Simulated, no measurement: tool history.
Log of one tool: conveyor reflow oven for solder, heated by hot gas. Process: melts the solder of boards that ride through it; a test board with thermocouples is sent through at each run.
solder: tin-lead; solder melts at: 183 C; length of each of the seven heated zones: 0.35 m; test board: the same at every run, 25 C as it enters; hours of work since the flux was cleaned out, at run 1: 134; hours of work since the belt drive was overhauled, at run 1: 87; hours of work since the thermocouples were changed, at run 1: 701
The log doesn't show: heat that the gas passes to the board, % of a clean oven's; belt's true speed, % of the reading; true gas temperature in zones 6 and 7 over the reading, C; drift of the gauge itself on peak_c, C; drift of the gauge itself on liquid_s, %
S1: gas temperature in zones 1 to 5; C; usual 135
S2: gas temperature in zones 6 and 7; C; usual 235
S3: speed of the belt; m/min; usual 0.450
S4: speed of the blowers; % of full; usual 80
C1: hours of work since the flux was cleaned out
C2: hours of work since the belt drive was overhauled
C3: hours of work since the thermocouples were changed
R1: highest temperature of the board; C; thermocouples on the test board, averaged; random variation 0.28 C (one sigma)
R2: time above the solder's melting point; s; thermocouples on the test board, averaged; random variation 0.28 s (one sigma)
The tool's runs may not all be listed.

run   hour   S1   S2     S3  S4   C1   C2    C3     R1    R2
  1    0.0  135  235  0.450  80  134   87   701  219.7  71.3
  2   27.4  135  235  0.450  80  155  108   721  220.2  71.9
  3   64.8  135  235  0.450  80  183  136   749  219.7  71.4
  4  112.7  129  235  0.450  80  218  171   785  218.6  68.5
  5  153.8  129  235  0.450  80  249  202   816  218.7  68.6
  6  180.3  129  250  0.450  80  269  222   836  231.7  79.2
  7  223.6  129  250  0.450  80  301  254   868  232.6  78.7
  8  255.2  129  250  0.450  80  325  278   891  232.5  78.8
     278.8  -- flux residue cleaned out of gas plates and filters
  9  280.0  129  250  0.450  63    1  293   906  229.7  76.1
 10  315.3  129  250  0.450  63   27  319   933  229.7  76.7
 11  335.1  129  250  0.450  63   42  334   947  229.5  76.2
 12  379.7  140  236  0.380  60   75  367   981  223.8  91.8
 13  421.1  135  225  0.450  79  106  398  1012  210.6  63.1
 14  450.8  145  235  0.539  80  128  420  1034  215.7  59.3
 15  492.5  122  235  0.480  58  160  451  1065  210.7  52.9
 16  525.3  122  235  0.480  58  184  476  1089  210.9  52.3
 17  553.2  128  232  0.450  80  205  497  1110  215.8  65.6
 18  573.9  128  232  0.394  74  220  512  1126  219.1  79.1
 19  622.4  128  239  0.394  74  257  548  1162  225.7  84.6
 20  661.8  139  244  0.452  60  286  578  1191  225.0  76.6

5 ways to go on from here, each from the tool as it stands after run 20. What would each give?
  A  710.1  127  243  0.450  65  322  614  1227   ?   ?
  B  710.1  135  235  0.450  72  322  614  1227   ?   ?
  C  710.1  141  244  0.452  60  322  614  1227   ?   ?
  D  710.1  137  244  0.452  60  322  614  1227   ?   ?
  E  710.1  135  224  0.439  87  322  614  1227   ?   ?

run     R1    R2
  A  222.6  71.0
  B  218.8  70.5
  C  225.4  77.5
  D  224.9  74.7
  E  212.0  65.8
Without the tool's hidden state the same runs would have given:
run     R1    R2
  A  222.6  71.0
  B  218.8  70.5
  C  225.4  77.5
  D  224.9  74.7
  E  212.0  65.8

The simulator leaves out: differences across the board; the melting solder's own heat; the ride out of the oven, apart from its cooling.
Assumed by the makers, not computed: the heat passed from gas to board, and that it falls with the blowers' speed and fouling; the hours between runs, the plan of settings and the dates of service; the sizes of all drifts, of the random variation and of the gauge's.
